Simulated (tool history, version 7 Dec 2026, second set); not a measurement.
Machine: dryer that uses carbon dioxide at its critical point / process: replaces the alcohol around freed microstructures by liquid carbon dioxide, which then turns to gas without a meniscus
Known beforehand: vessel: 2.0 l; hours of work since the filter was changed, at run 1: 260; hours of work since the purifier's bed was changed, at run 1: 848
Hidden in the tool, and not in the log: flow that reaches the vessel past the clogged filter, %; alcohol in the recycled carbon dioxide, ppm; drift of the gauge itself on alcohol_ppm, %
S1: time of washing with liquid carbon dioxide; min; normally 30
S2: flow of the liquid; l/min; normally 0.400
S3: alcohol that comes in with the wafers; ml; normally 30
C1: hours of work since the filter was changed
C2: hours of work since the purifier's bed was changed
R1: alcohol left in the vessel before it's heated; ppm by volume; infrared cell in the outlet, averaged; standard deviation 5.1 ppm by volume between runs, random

| run | hour | S1 | S2 | S3 | C1 | C2 | R1 |
|---|---|---|---|---|---|---|---|
| 1 | 0.0 | 30 | 0.400 | 30 | 260 | 848 | 125 |
| 2 | 34.3 | 30 | 0.400 | 30 | 279 | 867 | 125 |
| 3 | 85.6 | 30 | 0.400 | 30 | 308 | 896 | 125 |
| 4 | 111.1 | 30 | 0.400 | 30 | 322 | 910 | 135 |
| 5 | 168.7 | 30 | 0.400 | 32 | 355 | 942 | 134 |
| 6 | 205.3 | 30 | 0.596 | 30 | 375 | 963 | 76 |
| 7 | 234.7 | 30 | 0.596 | 30 | 392 | 979 | 76 |
| 8 | 265.4 | 30 | 0.596 | 30 | 409 | 997 | 73 |
|  | 315.9 | inlet filter changed |
| 9 | 318.3 | 30 | 0.596 | 30 | 1 | 1026 | 73 |
| 10 | 345.2 | 30 | 0.596 | 30 | 16 | 1041 | 74 |
| 11 | 369.6 | 39 | 0.400 | 30 | 30 | 1054 | 83 |
| 12 | 400.8 | 30 | 0.400 | 30 | 48 | 1072 | 131 |
| 13 | 431.9 | 30 | 0.400 | 30 | 65 | 1089 | 132 |
| 14 | 483.3 | 30 | 0.400 | 30 | 94 | 1118 | 133 |
| 15 | 515.4 | 30 | 0.400 | 30 | 112 | 1136 | 133 |
| 16 | 551.6 | 30 | 0.400 | 30 | 132 | 1156 | 148 |
| 17 | 586.6 | 21 | 0.400 | 30 | 152 | 1176 | 409 |
| 18 | 627.9 | 21 | 0.400 | 30 | 175 | 1199 | 429 |
|  | 644.1 | purifier's bed changed |
| 19 | 659.7 | 30 | 0.262 | 30 | 191 | 9 | 466 |
| 20 | 708.2 | 38 | 0.400 | 30 | 218 | 36 | 18 |
| 21 | 754.8 | 38 | 0.400 | 30 | 244 | 62 | 26 |
| 22 | 799.6 | 38 | 0.400 | 30 | 269 | 87 | 33 |
| 23 | 850.6 | 38 | 0.400 | 30 | 298 | 116 | 26 |
| 24 | 900.8 | 30 | 0.548 | 95 | 326 | 144 | 41 |
| 25 | 927.0 | 22 | 0.580 | 95 | 341 | 159 | 180 |
| 26 | 964.9 | 22 | 0.580 | 95 | 362 | 180 | 177 |
| 27 | 1016.7 | 45 | 0.624 | 30 | 391 | 209 | 26 |
| 28 | 1048.2 | 45 | 0.624 | 30 | 409 | 227 | 23 |
| 29 | 1074.9 | 24 | 0.400 | 47 | 424 | 241 | 370 |
|  | 1098.0 | inlet filter changed |
| 30 | 1109.4 | 21 | 0.400 | 113 | 6 | 260 | 1161 |
| 31 | 1146.0 | 33 | 0.264 | 52 | 27 | 281 | 499 |
| 32 | 1196.3 | 33 | 0.264 | 52 | 55 | 309 | 524 |
| 33 | 1237.6 | 48 | 0.429 | 21 | 78 | 332 | 26 |
| 34 | 1276.3 | 29 | 0.528 | 107 | 100 | 354 | 76 |
| 35 | 1310.2 | 30 | 0.581 | 22 | 119 | 373 | 45 |
| 36 | 1349.9 | 45 | 0.610 | 120 | 141 | 395 | 27 |
| 37 | 1402.4 | 27 | 0.610 | 120 | 171 | 424 | 72 |
| 38 | 1458.1 | 30 | 0.400 | 35 | 202 | 456 | 113 |
| 39 | 1484.8 | 20 | 0.603 | 40 | 217 | 471 | 118 |
| 40 | 1530.1 | 20 | 0.603 | 40 | 242 | 496 | 116 |
| 41 | 1557.3 | 20 | 0.622 | 22 | 257 | 511 | 68 |
| 42 | 1602.5 | 20 | 0.622 | 22 | 283 | 537 | 88 |
| 43 | 1633.2 | 30 | 0.427 | 33 | 300 | 554 | 100 |
| 44 | 1670.4 | 18 | 0.292 | 36 | 321 | 575 | 1818 |

For run 45, what comes out?
| 45 | 1697.6 | 23 | 0.384 | 76 | 336 | 590 | ? |

For run 45 the tool returned R1 794 ppm by volume.
Take away the tool's hidden state, keep the run-to-run variation as it was, and the same run would have given R1 638 ppm by volume.
